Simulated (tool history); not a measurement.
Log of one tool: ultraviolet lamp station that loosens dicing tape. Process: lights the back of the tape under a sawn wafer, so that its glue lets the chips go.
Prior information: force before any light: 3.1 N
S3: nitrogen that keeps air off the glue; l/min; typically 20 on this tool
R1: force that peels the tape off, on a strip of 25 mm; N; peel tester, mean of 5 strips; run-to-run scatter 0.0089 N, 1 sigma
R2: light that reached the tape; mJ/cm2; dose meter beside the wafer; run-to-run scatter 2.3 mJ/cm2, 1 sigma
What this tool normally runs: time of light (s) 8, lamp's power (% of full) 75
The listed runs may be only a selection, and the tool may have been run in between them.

{"run": 1, "hour": 0.0, "time of light (s)": 8, "lamp's power (% of full)": 75, "S3": 20, "R1": 0.422, "R2": 210}
{"run": 2, "hour": 54.8, "time of light (s)": 13, "lamp's power (% of full)": 75, "S3": 20, "R1": 0.159, "R2": 333}
{"run": 3, "hour": 87.4, "time of light (s)": 11, "lamp's power (% of full)": 75, "S3": 20, "R1": 0.249, "R2": 278}
{"run": 4, "hour": 127.6, "time of light (s)": 8, "lamp's power (% of full)": 75, "S3": 12, "R1": 0.671, "R2": 196}
{"run": 5, "hour": 190.5, "time of light (s)": 8, "lamp's power (% of full)": 75, "S3": 20, "R1": 0.491, "R2": 194}
{"run": 6, "hour": 223.6, "time of light (s)": 8, "lamp's power (% of full)": 75, "S3": 20, "R1": 0.506, "R2": 193}
{"run": 7, "hour": 276.3, "time of light (s)": 8, "lamp's power (% of full)": 75, "S3": 26, "R1": 0.438, "R2": 187}
{"run": 8, "hour": 341.5, "time of light (s)": 8, "lamp's power (% of full)": 75, "S3": 20, "R1": 0.548, "R2": 181}
{"run": 9, "hour": 377.6, "time of light (s)": 8, "lamp's power (% of full)": 75, "S3": 20, "R1": 0.554, "R2": 181}
{"run": 10, "hour": 445.0, "time of light (s)": 8, "lamp's power (% of full)": 75, "S3": 21, "R1": 0.568, "R2": 177}
{"run": 11, "hour": 509.8, "time of light (s)": 8, "lamp's power (% of full)": 75, "S3": 21, "R1": 0.587, "R2": 170}
{"hour": 546.2, "done": "window cleaned of glue's vapour"}
{"run": 12, "hour": 547.8, "time of light (s)": 8, "lamp's power (% of full)": 75, "S3": 21, "R1": 0.747, "R2": 147}
{"run": 13, "hour": 609.5, "time of light (s)": 8, "lamp's power (% of full)": 75, "S3": 21, "R1": 0.763, "R2": 144}
{"run": 14, "hour": 648.9, "time of light (s)": 8, "lamp's power (% of full)": 75, "S3": 21, "R1": 0.802, "R2": 136}
{"run": 15, "hour": 706.5, "time of light (s)": 8, "lamp's power (% of full)": 75, "S3": 21, "R1": 0.792, "R2": 138}
{"hour": 740.8, "done": "window cleaned of glue's vapour, once more"}
{"run": 16, "hour": 744.7, "time of light (s)": 8, "lamp's power (% of full)": 75, "S3": 21, "R1": 0.481, "R2": 193}
{"run": 17, "hour": 812.6, "time of light (s)": 8, "lamp's power (% of full)": 75, "S3": 21, "R1": 0.524, "R2": 184}
{"run": 18, "hour": 869.3, "time of light (s)": 8, "lamp's power (% of full)": 75, "S3": 20, "R1": 0.541, "R2": 186}
{"run": 19, "hour": 923.3, "time of light (s)": 8, "lamp's power (% of full)": 78, "S3": 20, "R1": 0.521, "R2": 184}
{"run": 20, "hour": 971.7, "time of light (s)": 6, "lamp's power (% of full)": 75, "S3": 20, "R1": 0.823, "R2": 133}
{"run": 21, "hour": 1024.8, "time of light (s)": 4, "lamp's power (% of full)": 75, "S3": 20, "R1": 1.333, "R2": 86}
{"run": 22, "hour": 1070.0, "time of light (s)": 4, "lamp's power (% of full)": 75, "S3": 20, "R1": 1.35, "R2": 83}

Forecast run 23:
{"run": 23, "hour": 1124.5, "time of light (s)": 4, "lamp's power (% of full)": 75, "S3": 20, "R1": "?", "R2": "?"}

For run 23 the tool returned R1 1.347 N, R2 83 mJ/cm2.
Minus the tool's unlogged condition, the same run would have read R1 0.996 N, R2 115 mJ/cm2.

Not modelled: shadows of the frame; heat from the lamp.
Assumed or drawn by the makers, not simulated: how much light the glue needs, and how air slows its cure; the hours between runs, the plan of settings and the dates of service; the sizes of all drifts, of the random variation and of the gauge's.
